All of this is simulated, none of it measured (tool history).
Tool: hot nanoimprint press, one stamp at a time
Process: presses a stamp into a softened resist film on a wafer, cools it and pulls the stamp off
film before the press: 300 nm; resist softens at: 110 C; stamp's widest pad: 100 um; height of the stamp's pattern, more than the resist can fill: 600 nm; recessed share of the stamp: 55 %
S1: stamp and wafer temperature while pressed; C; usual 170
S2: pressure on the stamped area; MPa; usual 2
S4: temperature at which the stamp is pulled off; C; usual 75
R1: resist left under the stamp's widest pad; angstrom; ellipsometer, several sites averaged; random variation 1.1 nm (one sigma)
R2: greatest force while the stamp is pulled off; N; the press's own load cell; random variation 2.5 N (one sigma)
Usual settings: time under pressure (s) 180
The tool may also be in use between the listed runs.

run 1 hour=0 | S1=170 S2=2 time_under_pressure_(s)=180 S4=75 | R1=1633 R2=123
run 2 hour=37.8 | S1=170 S2=2 time_under_pressure_(s)=180 S4=75 | R1=1641 R2=133
run 3 hour=121.3 | S1=170 S2=2 time_under_pressure_(s)=180 S4=75 | R1=1674 R2=136
run 4 hour=165.7 | S1=170 S2=2 time_under_pressure_(s)=180 S4=75 | R1=1683 R2=148
-- hour=181.9 stamp cleaned and given a new release coat
run 5 hour=232.1 | S1=170 S2=2 time_under_pressure_(s)=180 S4=75 | R1=1689 R2=131
run 6 hour=297.6 | S1=170 S2=2 time_under_pressure_(s)=180 S4=69 | R1=1711 R2=150
run 7 hour=338.7 | S1=170 S2=2 time_under_pressure_(s)=180 S4=69 | R1=1709 R2=165
-- hour=404.5 plate thermocouple calibrated
-- hour=410.5 stamp cleaned and given a new release coat
run 8 hour=422.6 | S1=170 S2=2.5 time_under_pressure_(s)=180 S4=75 | R1=1427 R2=121
run 9 hour=460.9 | S1=170 S2=2.5 time_under_pressure_(s)=180 S4=75 | R1=1454 R2=123
run 10 hour=499.5 | S1=170 S2=2.5 time_under_pressure_(s)=180 S4=75 | R1=1436 R2=124
run 11 hour=572.7 | S1=170 S2=2.5 time_under_pressure_(s)=180 S4=75 | R1=1442 R2=137
run 12 hour=621.7 | S1=170 S2=2.5 time_under_pressure_(s)=180 S4=75 | R1=1454 R2=135
-- hour=638.8 stamp cleaned and given a new release coat
run 13 hour=693 | S1=170 S2=2.75 time_under_pressure_(s)=180 S4=75 | R1=1434 R2=125
run 14 hour=772.9 | S1=170 S2=2.75 time_under_pressure_(s)=180 S4=75 | R1=1453 R2=134
run 15 hour=808.9 | S1=166 S2=1.87 time_under_pressure_(s)=125 S4=83 | R1=2249 R2=109
-- hour=864.5 stamp cleaned and given a new release coat
run 16 hour=874.1 | S1=160 S2=1.87 time_under_pressure_(s)=125 S4=83 | R1=2688 R2=95
run 17 hour=958.8 | S1=165 S2=1.87 time_under_pressure_(s)=125 S4=83 | R1=2368 R2=103
run 18 hour=1026.1 | S1=158 S2=1.87 time_under_pressure_(s)=185 S4=71 | R1=2690 R2=151
-- hour=1090.3 stamp cleaned and given a new release coat
run 19 hour=1104.5 | S1=173 S2=1.87 time_under_pressure_(s)=152 S4=79 | R1=1562 R2=111
run 20 hour=1154 | S1=164 S2=1.87 time_under_pressure_(s)=152 S4=65 | R1=2371 R2=160
run 21 hour=1195.8 | S1=164 S2=1.87 time_under_pressure_(s)=152 S4=65 | R1=2404 R2=158
run 22 hour=1262.4 | S1=172 S2=1.87 time_under_pressure_(s)=152 S4=81 | R1=1691 R2=119
-- hour=1316.6 stamp cleaned and given a new release coat
-- hour=1324.9 plate thermocouple calibrated
run 23 hour=1329.8 | S1=181 S2=1.87 time_under_pressure_(s)=330 S4=81 | R1=631 R2=97
run 24 hour=1393 | S1=170 S2=1.37 time_under_pressure_(s)=180 S4=77 | R1=1797 R2=114

Run 25 comes next. What will it give?
run 25 hour=1450.7 | S1=170 S2=1.37 time_under_pressure_(s)=180 S4=77 | R1=? R2=?

R1: 1812 angstrom
R2: 122 N
Without the tool's hidden state the same run would have given R1 1770 angstrom, R2 108 N.

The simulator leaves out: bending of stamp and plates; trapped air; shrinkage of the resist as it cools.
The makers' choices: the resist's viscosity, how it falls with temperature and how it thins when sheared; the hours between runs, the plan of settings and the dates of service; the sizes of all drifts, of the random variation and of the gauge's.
